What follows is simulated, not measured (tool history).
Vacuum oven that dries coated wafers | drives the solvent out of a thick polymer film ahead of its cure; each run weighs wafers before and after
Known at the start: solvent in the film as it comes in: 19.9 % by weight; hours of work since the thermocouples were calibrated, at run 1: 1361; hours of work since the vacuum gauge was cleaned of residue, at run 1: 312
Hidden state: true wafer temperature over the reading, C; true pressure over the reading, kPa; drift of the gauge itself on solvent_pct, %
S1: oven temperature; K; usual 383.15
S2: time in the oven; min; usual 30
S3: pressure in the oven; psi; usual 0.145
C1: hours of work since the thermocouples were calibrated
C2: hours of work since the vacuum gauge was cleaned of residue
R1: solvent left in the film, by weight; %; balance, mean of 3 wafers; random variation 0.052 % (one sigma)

| run | hour | S1 | S2 | S3 | C1 | C2 | R1 |
|---|---|---|---|---|---|---|---|
| 1 | 0 | 383.15 | 30 | 0.145 | 1361 | 312 | 3.05 |
| 2 | 21.4 | 383.15 | 30 | 0.145 | 1376 | 327 | 3.25 |
| 3 | 42.2 | 383.15 | 30 | 0.145 | 1391 | 341 | 3.03 |
| 4 | 63.4 | 383.15 | 30 | 0.145 | 1405 | 356 | 3.08 |
| 5 | 95.7 | 383.15 | 30 | 0.145 | 1428 | 379 | 3.11 |
| 6 | 114.4 | 383.15 | 30 | 0.145 | 1441 | 392 | 3.12 |
| 7 | 145.9 | 383.15 | 30 | 0.145 | 1463 | 414 | 3.16 |
| 8 | 169.3 | 383.15 | 30 | 0.145 | 1480 | 430 | 3.05 |
|  | 192.5 | oven's thermocouples calibrated |
| 9 | 194.8 | 383.15 | 30 | 0.145 | 2 | 447 | 2.85 |
| 10 | 225 | 397.15 | 30 | 0.145 | 23 | 468 | 1.08 |
| 11 | 253.1 | 383.15 | 23 | 0.145 | 42 | 488 | 4.04 |
| 12 | 275.9 | 383.15 | 18 | 0.145 | 58 | 504 | 5.57 |
| 13 | 310 | 383.15 | 18 | 0.145 | 82 | 528 | 5.5 |
| 14 | 345.6 | 383.15 | 18 | 0.145 | 107 | 553 | 5.58 |
| 15 | 367.5 | 383.15 | 18 | 0.145 | 123 | 568 | 5.69 |
| 16 | 390.8 | 383.15 | 18 | 0.145 | 139 | 584 | 5.44 |
| 17 | 419.4 | 383.15 | 30 | 0.145 | 159 | 604 | 2.88 |
| 18 | 455.6 | 383.15 | 30 | 0.145 | 185 | 630 | 2.81 |
| 19 | 480.5 | 383.15 | 30 | 0.145 | 202 | 647 | 2.93 |
| 20 | 497.6 | 383.15 | 30 | 0.145 | 214 | 659 | 2.83 |
| 21 | 520.1 | 383.15 | 30 | 0.145 | 230 | 675 | 2.88 |
| 22 | 548.1 | 383.15 | 30 | 0.145 | 249 | 695 | 2.83 |
| 23 | 575.9 | 383.15 | 30 | 0.145 | 269 | 714 | 2.95 |
| 24 | 611.5 | 383.15 | 30 | 0.145 | 294 | 739 | 3.01 |
| 25 | 637.4 | 383.15 | 30 | 0.145 | 312 | 757 | 2.82 |
| 26 | 654.3 | 394.15 | 25 | 0.216 | 324 | 769 | 2.11 |
| 27 | 682.7 | 381.15 | 37 | 0.332 | 344 | 789 | 3.05 |
| 28 | 697.8 | 381.15 | 37 | 0.332 | 354 | 799 | 3.12 |
| 29 | 716.1 | 381.15 | 37 | 0.332 | 367 | 812 | 3.13 |
| 30 | 747.1 | 394.15 | 30 | 0.145 | 389 | 834 | 1.31 |
| 31 | 769.3 | 389.15 | 46 | 0.497 | 404 | 850 | 1.99 |
| 32 | 798.1 | 393.15 | 36 | 0.138 | 425 | 870 | 1.04 |
| 33 | 814 | 390.15 | 22 | 0.393 | 436 | 881 | 3.69 |
| 34 | 848.9 | 383.15 | 19 | 0.145 | 460 | 905 | 5.22 |
| 35 | 871.2 | 377.15 | 45 | 0.515 | 476 | 921 | 3.9 |
| 36 | 897.8 | 383.15 | 22 | 0.081 | 495 | 940 | 4.3 |
| 37 | 915 | 383.15 | 22 | 0.081 | 507 | 952 | 4.42 |
| 38 | 947.5 | 385.15 | 22 | 0.12 | 529 | 975 | 4.05 |
| 39 | 965.8 | 378.15 | 32 | 0.508 | 542 | 987 | 4.9 |
| 40 | 990.8 | 378.15 | 32 | 0.508 | 560 | 1005 | 4.92 |
| 41 | 1017.1 | 383.15 | 21 | 0.441 | 578 | 1023 | 5.62 |
| 42 | 1034.3 | 383.15 | 21 | 0.441 | 590 | 1035 | 5.64 |
| 43 | 1055.5 | 383.15 | 21 | 0.109 | 605 | 1050 | 4.7 |
| 44 | 1076.4 | 383.15 | 21 | 0.381 | 620 | 1065 | 5.41 |
| 45 | 1105.8 | 389.15 | 21 | 0.381 | 640 | 1086 | 4.2 |
| 46 | 1125.7 | 372.15 | 30 | 0.103 | 654 | 1100 | 5.16 |
| 47 | 1159 | 369.15 | 30 | 0.544 | 678 | 1123 | 7.91 |
| 48 | 1187 | 387.15 | 35 | 0.122 | 697 | 1143 | 1.77 |

3 ways to go on from here, each from the tool as it stands after run 48. What would each give?
| A | 1217.3 | 383.15 | 30 | 0.276 | 719 | 1164 | ? |
| B | 1217.3 | 387.15 | 18 | 0.162 | 719 | 1164 | ? |
| C | 1217.3 | 386.15 | 18 | 0.509 | 719 | 1164 | ? |

| run | R1 |
|---|---|
| A | 3.5 |
| B | 4.99 |
| C | 5.9 |
Without the tool's hidden state the same runs would have given:
| run | R1 |
|---|---|
| A | 3.17 |
| B | 4.69 |
| C | 5.59 |

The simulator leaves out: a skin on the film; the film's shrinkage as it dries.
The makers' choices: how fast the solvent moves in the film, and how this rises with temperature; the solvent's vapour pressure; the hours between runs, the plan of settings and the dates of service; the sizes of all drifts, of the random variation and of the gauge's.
